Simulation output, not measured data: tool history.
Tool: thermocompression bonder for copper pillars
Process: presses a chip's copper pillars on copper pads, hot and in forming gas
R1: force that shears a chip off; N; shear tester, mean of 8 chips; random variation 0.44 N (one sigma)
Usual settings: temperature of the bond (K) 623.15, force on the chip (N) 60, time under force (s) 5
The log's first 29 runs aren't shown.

Run 30, day 41.938: usual settings but temperature of the bond (K) 593.15, force on the chip (N) 56, time under force (s) 4. Result: R1 33.9 N.
Run 31, day 42.883: usual settings but temperature of the bond (K) 593.15, force on the chip (N) 56, time under force (s) 4. Result: R1 34.7 N.
At day 43.521: heater calibrated with a thermocouple chip.
Run 32, day 43.788: usual settings but temperature of the bond (K) 639.15, force on the chip (N) 61, time under force (s) 13. Result: R1 81.8 N.
Run 33, day 45.471: usual settings but temperature of the bond (K) 643.15, force on the chip (N) 46, time under force (s) 7. Result: R1 61.2 N.
Run 34, day 46.958: usual settings but force on the chip (N) 76. Result: R1 69.3 N.
Run 35, day 47.879: usual settings but force on the chip (N) 76. Result: R1 68.6 N.
At day 48.871: force cell calibrated.
Run 36, day 48.971: usual settings but force on the chip (N) 76. Result: R1 67.6 N.
At day 50.525: forming gas filter changed.
Run 37, day 50.912: usual settings but temperature of the bond (K) 605.15, force on the chip (N) 37, time under force (s) 3. Result: R1 22.3 N.
Run 38, day 52.462: usual settings but temperature of the bond (K) 603.15, force on the chip (N) 47. Result: R1 35.6 N.
Run 39, day 53.329: usual settings but temperature of the bond (K) 603.15, force on the chip (N) 47. Result: R1 35.6 N.
Run 40, day 54.662: usual settings but temperature of the bond (K) 618.15, force on the chip (N) 47, time under force (s) 4. Result: R1 39.5 N.

Forecast each of these 3 alternatives for the next run:
Run A, day 55.646: usual settings but temperature of the bond (K) 607.15, force on the chip (N) 71, time under force (s) 7. Result: R1 ?.
Run B, day 55.646: usual settings but temperature of the bond (K) 629.15, force on the chip (N) 41. Result: R1 ?.
Run C, day 55.646: usual settings but temperature of the bond (K) 609.15, force on the chip (N) 80, time under force (s) 13. Result: R1 ?.

run    R1
  A  61.2
  B  42.8
  C  79.8
Without the tool's hidden state the same runs would have given:
run    R1
  A  61.1
  B  42.7
  C  79.7
